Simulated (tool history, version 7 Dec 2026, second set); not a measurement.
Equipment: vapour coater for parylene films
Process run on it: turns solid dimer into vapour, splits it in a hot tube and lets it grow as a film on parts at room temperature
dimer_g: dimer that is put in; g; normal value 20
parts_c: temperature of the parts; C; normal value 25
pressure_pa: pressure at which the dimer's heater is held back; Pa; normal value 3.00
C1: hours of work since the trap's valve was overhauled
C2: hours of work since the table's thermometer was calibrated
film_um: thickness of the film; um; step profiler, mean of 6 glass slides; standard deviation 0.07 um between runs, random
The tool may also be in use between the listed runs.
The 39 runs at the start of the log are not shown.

run 40 hour=434.0 | dimer_g=10 parts_c=19 pressure_pa=6.47 | C1=50 C2=411 | film_um=7.20
run 41 hour=441.8 | dimer_g=36 parts_c=23 pressure_pa=3.45 | C1=54 C2=415 | film_um=23.29
run 42 hour=452.7 | dimer_g=20 parts_c=25 pressure_pa=2.98 | C1=60 C2=421 | film_um=11.98
run 43 hour=464.5 | dimer_g=35 parts_c=18 pressure_pa=10.64 | C1=66 C2=427 | film_um=25.76
run 44 hour=471.3 | dimer_g=13 parts_c=21 pressure_pa=8.03 | C1=69 C2=430 | film_um=8.57
run 45 hour=486.0 | dimer_g=13 parts_c=21 pressure_pa=8.03 | C1=76 C2=437 | film_um=8.58
run 46 hour=499.1 | dimer_g=13 parts_c=25 pressure_pa=9.24 | C1=83 C2=444 | film_um=7.27
run 47 hour=513.7 | dimer_g=13 parts_c=25 pressure_pa=9.24 | C1=90 C2=451 | film_um=7.20
run 48 hour=523.6 | dimer_g=13 parts_c=35 pressure_pa=9.24 | C1=95 C2=456 | film_um=4.89

3 options for the next run, each taken on its own from the tool as it stands now. Forecast them:
run A hour=533.3 | dimer_g=36 parts_c=28 pressure_pa=3.00 | C1=100 C2=461 | film_um=?
run B hour=533.3 | dimer_g=18 parts_c=31 pressure_pa=6.72 | C1=100 C2=461 | film_um=?
run C hour=533.3 | dimer_g=29 parts_c=30 pressure_pa=3.05 | C1=100 C2=461 | film_um=?

run=A film_um=19.13
run=B film_um=8.09
run=C film_um=14.12
Without the tool's hidden state the same runs would have given:
run=A film_um=19.47
run=B film_um=8.23
run=C film_um=14.37

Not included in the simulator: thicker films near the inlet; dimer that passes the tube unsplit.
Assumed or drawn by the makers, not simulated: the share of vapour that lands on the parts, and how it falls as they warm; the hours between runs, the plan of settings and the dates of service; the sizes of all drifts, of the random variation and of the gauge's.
